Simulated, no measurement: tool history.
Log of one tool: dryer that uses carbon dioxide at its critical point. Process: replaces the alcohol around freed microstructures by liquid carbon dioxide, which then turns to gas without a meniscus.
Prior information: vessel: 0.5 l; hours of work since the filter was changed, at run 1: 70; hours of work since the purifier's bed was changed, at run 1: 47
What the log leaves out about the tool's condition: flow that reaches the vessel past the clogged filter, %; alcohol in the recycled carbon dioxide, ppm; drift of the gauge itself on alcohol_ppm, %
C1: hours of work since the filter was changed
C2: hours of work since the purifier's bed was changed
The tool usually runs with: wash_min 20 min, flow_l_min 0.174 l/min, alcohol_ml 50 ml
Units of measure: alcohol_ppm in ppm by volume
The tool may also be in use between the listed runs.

{"run": 1, "hour": 0.0, "wash_min": 20, "flow_l_min": 0.174, "alcohol_ml": 50, "C1": 70, "C2": 47, "alcohol_ppm": 230}
{"run": 2, "hour": 7.5, "wash_min": 20, "flow_l_min": 0.174, "alcohol_ml": 50, "C1": 72, "C2": 49, "alcohol_ppm": 228}
{"run": 3, "hour": 11.3, "wash_min": 20, "flow_l_min": 0.174, "alcohol_ml": 50, "C1": 74, "C2": 50, "alcohol_ppm": 219}
{"run": 4, "hour": 16.7, "wash_min": 20, "flow_l_min": 0.174, "alcohol_ml": 50, "C1": 75, "C2": 52, "alcohol_ppm": 224}
{"run": 5, "hour": 25.7, "wash_min": 20, "flow_l_min": 0.223, "alcohol_ml": 50, "C1": 78, "C2": 55, "alcohol_ppm": 52}
{"run": 6, "hour": 32.8, "wash_min": 20, "flow_l_min": 0.223, "alcohol_ml": 50, "C1": 81, "C2": 58, "alcohol_ppm": 59}
{"run": 7, "hour": 36.8, "wash_min": 20, "flow_l_min": 0.223, "alcohol_ml": 50, "C1": 82, "C2": 59, "alcohol_ppm": 54}
{"run": 8, "hour": 41.9, "wash_min": 20, "flow_l_min": 0.223, "alcohol_ml": 50, "C1": 84, "C2": 61, "alcohol_ppm": 51}
{"run": 9, "hour": 48.1, "wash_min": 20, "flow_l_min": 0.187, "alcohol_ml": 50, "C1": 86, "C2": 63, "alcohol_ppm": 157}
{"run": 10, "hour": 54.5, "wash_min": 20, "flow_l_min": 0.187, "alcohol_ml": 50, "C1": 88, "C2": 65, "alcohol_ppm": 154}
{"run": 11, "hour": 60.1, "wash_min": 20, "flow_l_min": 0.187, "alcohol_ml": 50, "C1": 90, "C2": 67, "alcohol_ppm": 160}
{"run": 12, "hour": 67.0, "wash_min": 20, "flow_l_min": 0.187, "alcohol_ml": 50, "C1": 92, "C2": 69, "alcohol_ppm": 161}
{"run": 13, "hour": 74.0, "wash_min": 15, "flow_l_min": 0.205, "alcohol_ml": 89, "C1": 95, "C2": 71, "alcohol_ppm": 846}
{"run": 14, "hour": 82.3, "wash_min": 20, "flow_l_min": 0.279, "alcohol_ml": 50, "C1": 97, "C2": 74, "alcohol_ppm": 17}
{"run": 15, "hour": 88.5, "wash_min": 20, "flow_l_min": 0.279, "alcohol_ml": 50, "C1": 99, "C2": 76, "alcohol_ppm": 22}

For run 16, what comes out?
{"run": 16, "hour": 95.8, "wash_min": 21, "flow_l_min": 0.165, "alcohol_ml": 96, "C1": 102, "C2": 79, "alcohol_ppm": "?"}

Run 16 came out at alcohol_ppm 481 ppm by volume.
Without the tool's hidden state the same run would have given alcohol_ppm 341 ppm by volume.
